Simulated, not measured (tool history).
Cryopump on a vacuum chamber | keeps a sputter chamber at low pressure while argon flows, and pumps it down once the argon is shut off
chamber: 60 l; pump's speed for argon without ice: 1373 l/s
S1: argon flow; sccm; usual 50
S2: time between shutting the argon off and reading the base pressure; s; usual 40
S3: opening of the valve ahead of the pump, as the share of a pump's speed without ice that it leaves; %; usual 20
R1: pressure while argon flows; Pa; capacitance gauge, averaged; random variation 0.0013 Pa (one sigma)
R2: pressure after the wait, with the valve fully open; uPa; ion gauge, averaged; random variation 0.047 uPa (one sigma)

run    hour  S1   S2  S3      R1    R2
  1     0.0  50   40  20  0.3214  4.79
       73.4  -- leaking fittings of the chamber tightened, without venting
  2    73.4  50   40  20  0.3215  2.92
  3   108.0  50   40  20  0.3247  2.95
  4   157.9  50   40  20  0.3266  2.94
  5   193.1  50   40  20  0.3273  3.05
  6   236.7  50   40  20  0.3289  3.03
  7   279.4  50  131  20  0.3279  1.17
  8   345.6  50  131  20  0.3310  1.25
  9   408.5  50  131  20  0.3294  1.31
 10   477.7  50   80  20  0.3344  1.87
 11   544.2  50   40  20  0.3365  3.15
      617.7  -- pump warmed up, emptied and cooled again
 12   618.6  33   40  20  0.2037  3.11
 13   678.9  33   40  20  0.2037  3.12
 14   737.8  33   40  20  0.2060  3.11
 15   799.6  33   40  20  0.2069  3.13
 16   864.3  33   40  20  0.2076  3.25
 17   896.6  33   40  20  0.2076  3.09
 18   960.6  23  169  20  0.1458  1.22
 19  1029.6  83  169  34  0.3142  1.31
 20  1097.3  22  156  20  0.1402  1.36
 21  1141.6  22  156  20  0.1413  1.43
 22  1178.3  43  181  41  0.1417  1.36
 23  1226.3  54   40  56  0.1339  3.36
 24  1281.8  54   40  56  0.1351  3.48
 25  1318.9  28  234  37  0.1021  1.33
 26  1377.1  28  234  37  0.1033  1.36
 27  1440.3  50  145  20  0.3297  1.73
 28  1515.6  50  145  20  0.3311  1.74
 29  1555.9  50  145  20  0.3296  1.79
 30  1630.5  34  215  20  0.2263  1.60
 31  1684.9  47   40  17  0.3668  3.82

The next listed run, before its measurement:
 32  1748.2  55  122  58   ?   ?

R1: 0.1491 Pa
R2: 2.06 uPa
Without the tool's hidden state the same run would have given R1 0.1160 Pa, R2 1.04 uPa.
